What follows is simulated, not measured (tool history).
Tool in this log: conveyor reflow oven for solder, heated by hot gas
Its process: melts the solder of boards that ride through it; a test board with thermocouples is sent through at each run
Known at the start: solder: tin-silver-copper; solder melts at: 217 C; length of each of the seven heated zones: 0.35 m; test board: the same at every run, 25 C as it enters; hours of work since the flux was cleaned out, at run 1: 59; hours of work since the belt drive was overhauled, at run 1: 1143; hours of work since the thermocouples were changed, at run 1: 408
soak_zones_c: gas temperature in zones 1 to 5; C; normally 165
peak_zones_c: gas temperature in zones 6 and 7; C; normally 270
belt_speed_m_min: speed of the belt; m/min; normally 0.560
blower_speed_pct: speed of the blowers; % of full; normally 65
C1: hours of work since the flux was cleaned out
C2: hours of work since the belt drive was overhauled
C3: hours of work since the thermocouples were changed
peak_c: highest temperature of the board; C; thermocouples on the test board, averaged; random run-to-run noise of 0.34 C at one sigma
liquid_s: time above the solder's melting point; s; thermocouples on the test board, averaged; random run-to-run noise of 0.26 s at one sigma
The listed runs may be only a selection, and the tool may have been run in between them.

Run 1, hour 0.0: usual settings; C1 59; C2 1143; C3 408. Result: peak_c 250.6 C, liquid_s 52.5 s.
Run 2, hour 50.1: usual settings but peak_zones_c 278 C; C1 91; C2 1175; C3 441. Result: peak_c 256.4 C, liquid_s 57.1 s.
Run 3, hour 101.2: usual settings but peak_zones_c 278 C; C1 124; C2 1208; C3 474. Result: peak_c 256.9 C, liquid_s 57.5 s.
Run 4, hour 138.1: usual settings but peak_zones_c 278 C; C1 148; C2 1232; C3 498. Result: peak_c 256.3 C, liquid_s 56.7 s.
Run 5, hour 183.9: usual settings but peak_zones_c 278 C, blower_speed_pct 58 % of full; C1 178; C2 1262; C3 527. Result: peak_c 254.8 C, liquid_s 55.1 s.
Run 6, hour 221.3: usual settings; C1 202; C2 1286; C3 552. Result: peak_c 249.2 C, liquid_s 51.2 s.
Run 7, hour 253.2: usual settings; C1 223; C2 1307; C3 572. Result: peak_c 248.9 C, liquid_s 51.2 s.
Run 8, hour 289.5: usual settings but peak_zones_c 260 C; C1 246; C2 1330; C3 596. Result: peak_c 240.8 C, liquid_s 43.5 s.
Run 9, hour 331.8: usual settings but peak_zones_c 260 C; C1 274; C2 1357; C3 623. Result: peak_c 239.9 C, liquid_s 43.2 s.
Run 10, hour 390.7: usual settings but peak_zones_c 260 C; C1 312; C2 1396; C3 661. Result: peak_c 239.3 C, liquid_s 42.8 s.
At hour 428.0: flux residue cleaned out of gas plates and filters.
Run 11, hour 437.8: usual settings but peak_zones_c 264 C; C1 6; C2 1423; C3 689. Result: peak_c 244.3 C, liquid_s 48.1 s.
Run 12, hour 495.2: usual settings but peak_zones_c 264 C; C1 44; C2 1460; C3 726. Result: peak_c 244.3 C, liquid_s 48.1 s.
Run 13, hour 556.7: usual settings but peak_zones_c 264 C; C1 83; C2 1500; C3 766. Result: peak_c 243.8 C, liquid_s 47.4 s.
Run 14, hour 589.0: usual settings but peak_zones_c 264 C; C1 104; C2 1521; C3 786. Result: peak_c 243.3 C, liquid_s 47.1 s.
Run 15, hour 652.3: usual settings but peak_zones_c 264 C; C1 145; C2 1562; C3 827. Result: peak_c 243.1 C, liquid_s 47.0 s.
At hour 658.2: thermocouples of zones 6 and 7 changed.
Run 16, hour 717.0: usual settings but peak_zones_c 264 C; C1 186; C2 1602; C3 38. Result: peak_c 245.8 C, liquid_s 49.1 s.
Run 17, hour 744.5: usual settings but peak_zones_c 269 C, blower_speed_pct 87 % of full; C1 204; C2 1620; C3 56. Result: peak_c 254.4 C, liquid_s 56.3 s.
Run 18, hour 784.5: usual settings but soak_zones_c 176 C, peak_zones_c 263 C, belt_speed_m_min 0.604 m/min, blower_speed_pct 66 % of full; C1 229; C2 1646; C3 82. Result: peak_c 245.2 C, liquid_s 47.5 s.
Run 19, hour 836.3: usual settings but peak_zones_c 281 C, belt_speed_m_min 0.585 m/min, blower_speed_pct 66 % of full; C1 263; C2 1679; C3 115. Result: peak_c 258.8 C, liquid_s 55.7 s.
Run 20, hour 894.3: usual settings but soak_zones_c 159 C, peak_zones_c 281 C, belt_speed_m_min 0.585 m/min, blower_speed_pct 66 % of full; C1 301; C2 1717; C3 153. Result: peak_c 256.2 C, liquid_s 53.0 s.
At hour 950.3: flux residue cleaned out of gas plates and filters.
At hour 954.3: belt drive overhauled, speed set with a stopwatch.
Run 21, hour 954.3: usual settings but soak_zones_c 159 C, peak_zones_c 281 C, belt_speed_m_min 0.585 m/min, blower_speed_pct 66 % of full; C1 0; C2 0; C3 186. Result: peak_c 257.3 C, liquid_s 51.5 s.
Run 22, hour 1015.9: usual settings but soak_zones_c 159 C, peak_zones_c 281 C, belt_speed_m_min 0.585 m/min, blower_speed_pct 66 % of full; C1 40; C2 40; C3 226. Result: peak_c 256.9 C, liquid_s 51.7 s.
Run 23, hour 1054.1: usual settings but soak_zones_c 159 C, peak_zones_c 281 C, belt_speed_m_min 0.585 m/min, blower_speed_pct 66 % of full; C1 65; C2 65; C3 250. Result: peak_c 257.2 C, liquid_s 51.4 s.
Run 24, hour 1081.9: usual settings but soak_zones_c 162 C, peak_zones_c 281 C, belt_speed_m_min 0.658 m/min, blower_speed_pct 53 % of full; C1 83; C2 83; C3 268. Result: peak_c 248.6 C, liquid_s 40.2 s.
Run 25, hour 1148.0: usual settings but belt_speed_m_min 0.508 m/min, blower_speed_pct 55 % of full; C1 125; C2 125; C3 311. Result: peak_c 250.6 C, liquid_s 57.4 s.
Run 26, hour 1187.9: usual settings but belt_speed_m_min 0.508 m/min, blower_speed_pct 55 % of full; C1 151; C2 151; C3 337. Result: peak_c 251.0 C, liquid_s 57.8 s.
Run 27, hour 1216.0: usual settings but soak_zones_c 156 C, peak_zones_c 260 C, belt_speed_m_min 0.564 m/min, blower_speed_pct 63 % of full; C1 169; C2 169; C3 355. Result: peak_c 238.8 C, liquid_s 37.7 s.
Run 28, hour 1250.5: usual settings but soak_zones_c 156 C, peak_zones_c 260 C, belt_speed_m_min 0.564 m/min, blower_speed_pct 63 % of full; C1 192; C2 192; C3 378. Result: peak_c 238.3 C, liquid_s 37.2 s.
Run 29, hour 1317.6: usual settings but peak_zones_c 274 C, belt_speed_m_min 0.535 m/min, blower_speed_pct 80 % of full; C1 235; C2 235; C3 421. Result: peak_c 256.6 C, liquid_s 58.6 s.
Run 30, hour 1366.9: usual settings but peak_zones_c 274 C, belt_speed_m_min 0.535 m/min, blower_speed_pct 80 % of full; C1 267; C2 267; C3 453. Result: peak_c 256.0 C, liquid_s 58.9 s.

4 options for the next run, each taken on its own from the tool as it stands now. Forecast them:
Run A, hour 1405.4: usual settings but soak_zones_c 171 C, belt_speed_m_min 0.636 m/min, blower_speed_pct 61 % of full; C1 292; C2 292; C3 478. Result: peak_c ?, liquid_s ?.
Run B, hour 1405.4: usual settings but soak_zones_c 151 C, peak_zones_c 274 C, belt_speed_m_min 0.622 m/min, blower_speed_pct 76 % of full; C1 292; C2 292; C3 478. Result: peak_c ?, liquid_s ?.
Run C, hour 1405.4: usual settings but blower_speed_pct 55 % of full; C1 292; C2 292; C3 478. Result: peak_c ?, liquid_s ?.
Run D, hour 1405.4: usual settings but soak_zones_c 178 C, peak_zones_c 274 C, belt_speed_m_min 0.535 m/min, blower_speed_pct 80 % of full; C1 292; C2 292; C3 478. Result: peak_c ?, liquid_s ?.

run  peak_c  liquid_s
  A   244.1      40.8
  B   247.1      39.2
  C   246.6      47.5
  D   258.1      64.2
Take away the tool's hidden state, keep each run's random variation, and the runs would have read:
run  peak_c  liquid_s
  A   247.2      43.5
  B   250.7      42.0
  C   249.6      50.2
  D   261.1      65.9
